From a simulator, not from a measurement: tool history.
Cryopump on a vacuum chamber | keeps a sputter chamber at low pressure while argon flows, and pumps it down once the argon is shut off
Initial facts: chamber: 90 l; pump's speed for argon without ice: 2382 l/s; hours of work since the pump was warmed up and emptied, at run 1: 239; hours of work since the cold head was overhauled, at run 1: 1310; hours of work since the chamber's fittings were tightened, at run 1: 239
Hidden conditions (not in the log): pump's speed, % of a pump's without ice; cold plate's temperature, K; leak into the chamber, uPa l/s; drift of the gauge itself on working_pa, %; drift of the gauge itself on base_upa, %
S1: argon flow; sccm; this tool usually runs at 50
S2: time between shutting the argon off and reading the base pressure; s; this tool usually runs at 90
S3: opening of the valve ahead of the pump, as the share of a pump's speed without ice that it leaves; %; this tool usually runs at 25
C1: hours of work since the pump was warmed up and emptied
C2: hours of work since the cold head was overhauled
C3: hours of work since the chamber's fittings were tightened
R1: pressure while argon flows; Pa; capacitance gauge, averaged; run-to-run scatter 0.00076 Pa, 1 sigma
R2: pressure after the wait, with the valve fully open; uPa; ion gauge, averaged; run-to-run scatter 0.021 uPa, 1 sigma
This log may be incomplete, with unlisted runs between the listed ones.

| run | hour | S1 | S2 | S3 | C1 | C2 | C3 | R1 | R2 |
|---|---|---|---|---|---|---|---|---|---|
| 1 | 0.0 | 50 | 90 | 25 | 239 | 1310 | 239 | 0.1448 | 0.51 |
| 2 | 86.8 | 50 | 90 | 25 | 317 | 1388 | 317 | 0.1456 | 0.54 |
| 3 | 160.8 | 50 | 90 | 25 | 383 | 1455 | 383 | 0.1468 | 0.60 |
| 4 | 205.3 | 50 | 90 | 25 | 423 | 1495 | 423 | 0.1477 | 0.61 |
| 5 | 287.2 | 50 | 90 | 25 | 497 | 1568 | 497 | 0.1485 | 0.67 |
| 6 | 370.6 | 50 | 90 | 25 | 572 | 1643 | 572 | 0.1499 | 0.71 |
| 7 | 416.5 | 50 | 90 | 25 | 613 | 1685 | 613 | 0.1511 | 0.71 |
| 8 | 464.5 | 50 | 90 | 25 | 656 | 1728 | 656 | 0.1502 | 0.76 |
| 9 | 553.5 | 45 | 226 | 17 | 736 | 1808 | 736 | 0.1976 | 0.58 |
| 10 | 643.2 | 50 | 283 | 25 | 817 | 1888 | 817 | 0.1546 | 0.64 |
| 11 | 734.5 | 55 | 229 | 25 | 899 | 1970 | 899 | 0.1718 | 0.71 |
| 12 | 794.9 | 25 | 120 | 25 | 953 | 2025 | 953 | 0.0786 | 0.88 |
|  | 813.8 | pump warmed up, emptied and cooled again |
| 13 | 893.7 | 77 | 90 | 16 | 72 | 2109 | 1037 | 0.3436 | 0.79 |
| 14 | 982.8 | 82 | 253 | 25 | 152 | 2189 | 1117 | 0.2363 | 0.65 |
| 15 | 1022.8 | 82 | 253 | 25 | 188 | 2225 | 1153 | 0.2392 | 0.68 |

Predict each of these 3 candidate next runs independently; none follows another, all start after run 15:
| A | 1093.1 | 26 | 162 | 21 | 251 | 2288 | 1217 | ? | ? |
| B | 1093.1 | 50 | 90 | 18 | 251 | 2288 | 1217 | ? | ? |
| C | 1093.1 | 33 | 253 | 46 | 251 | 2288 | 1217 | ? | ? |

| run | R1 | R2 |
|---|---|---|
| A | 0.0899 | 0.74 |
| B | 0.1999 | 0.93 |
| C | 0.0531 | 0.73 |
With no hidden state in the tool, these same runs would have given:
| run | R1 | R2 |
|---|---|---|
| A | 0.0879 | 0.26 |
| B | 0.1961 | 0.45 |
| C | 0.0506 | 0.25 |
